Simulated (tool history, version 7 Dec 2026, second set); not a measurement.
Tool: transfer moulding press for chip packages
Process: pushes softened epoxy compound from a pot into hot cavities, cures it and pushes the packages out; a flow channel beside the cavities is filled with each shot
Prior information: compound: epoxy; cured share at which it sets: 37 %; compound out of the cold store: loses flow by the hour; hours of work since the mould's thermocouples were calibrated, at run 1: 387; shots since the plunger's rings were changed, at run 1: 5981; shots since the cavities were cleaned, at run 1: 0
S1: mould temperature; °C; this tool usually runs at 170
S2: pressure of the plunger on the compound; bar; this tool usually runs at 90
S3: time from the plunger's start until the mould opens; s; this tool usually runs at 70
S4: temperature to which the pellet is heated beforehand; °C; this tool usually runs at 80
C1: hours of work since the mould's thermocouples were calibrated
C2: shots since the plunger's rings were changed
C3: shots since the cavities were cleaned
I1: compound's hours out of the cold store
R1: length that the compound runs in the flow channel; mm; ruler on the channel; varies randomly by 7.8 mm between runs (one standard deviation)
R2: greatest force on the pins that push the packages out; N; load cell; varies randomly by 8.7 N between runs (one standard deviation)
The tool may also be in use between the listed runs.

run	hour	S1	S2	S3	S4	C1	C2	C3	I1	R1	R2
1	0	170	90	70	80	387	5981	0	22.6	794	415
2	11.7	170	90	58	80	396	6172	191	31.8	773	749
3	20.9	170	90	58	80	403	6323	342	22.9	790	802
# hour 38.5: plunger's sealing rings changed
4	44.3	170	90	59	80	418	96	685	9.6	911	896
5	65.9	170	90	59	80	435	448	1037	24.9	868	935
# hour 69.9: cavities cleaned with cleaning compound and waxed
6	88.1	170	90	59	80	450	788	298	39.2	833	740
7	97.2	170	94.9	70	80	457	937	447	31.5	860	531
8	117.5	170	94.9	70	85	473	1269	779	43.2	830	538
9	126.8	170	90	70	80	480	1421	931	23.2	877	633
# hour 136.2: cavities cleaned with cleaning compound and waxed
10	144.1	170	90	70	80	492	1679	129	9.8	884	513
# hour 148.8: mould's thermocouples calibrated
11	155.4	170	90	70	80	5	1832	282	22.6	849	471
12	171.5	170	90	70	80	17	2096	546	45.5	789	493
13	180.4	170	90	70	80	24	2241	691	20.5	852	526
14	197.1	165	90	70	80	37	2513	963	24	856	808
# hour 205.2: cavities cleaned with cleaning compound and waxed
15	212.4	165	77.2	55	80	47	2740	118	35.9	767	1012
16	225.9	172	101.9	54	90	57	2961	339	13.5	885	806
17	242.2	166	69.3	60	81	70	3227	605	40.4	704	975
18	262.8	163	87.1	107	78	85	3564	942	36.2	801	400
# hour 272.2: cavities cleaned with cleaning compound and waxed
19	282.7	163	87.1	107	79	99	3866	172	15.5	863	316
20	298	176	98.7	91	79	111	4116	422	13.3	847	293
21	318.9	170	95.4	88	80	126	4458	764	26.9	821	355
22	328.8	170	90	66	77	134	4620	926	34.1	788	661
# hour 339.3: cavities cleaned with cleaning compound and waxed
23	345.7	170	90	74	80	146	4873	105	24.1	788	369
24	356.6	167	98.1	89	76	154	5051	283	46.9	785	325
25	372.4	167	74.2	67	74	166	5310	542	37.3	692	705
26	386.9	167	74.2	67	74	177	5547	779	19.9	734	789
27	401.9	167	74.2	67	74	188	5792	1024	23.6	726	834
# hour 406.1: cavities cleaned with cleaning compound and waxed
28	412.1	176	90.8	104	73	195	5935	98	26.6	745	244

For some of the steps in R1 from one run to the next: how much would appear even if the tool had no hidden state, given the settings, what came in and random variation, and how much remains for the hidden state plus any gauge scatter that the measured result and the result without hidden state don't share?
The tool's hidden condition here consists of: true mould temperature over the reading, C; pressure that reaches the compound, % of what is set; grip of the stained cavities, % over clean ones'; drift of the gauge itself on flow_mm, %; drift of the gauge itself on push_out_n, %.
Run 3 -> 4: S3 58 -> 59, plunger's sealing rings changed. R1 +121 mm: hidden state +99, all else +22.
Run 15 -> 16: S1 165 -> 172, S2 77.2 -> 101.9, S3 55 -> 54, S4 80 -> 90. R1 +118 mm: hidden state -11, all else +129.
Run 16 -> 17: S1 172 -> 166, S2 101.9 -> 69.3, S3 54 -> 60, S4 90 -> 81. R1 -181 mm: hidden state +6, all else -187.
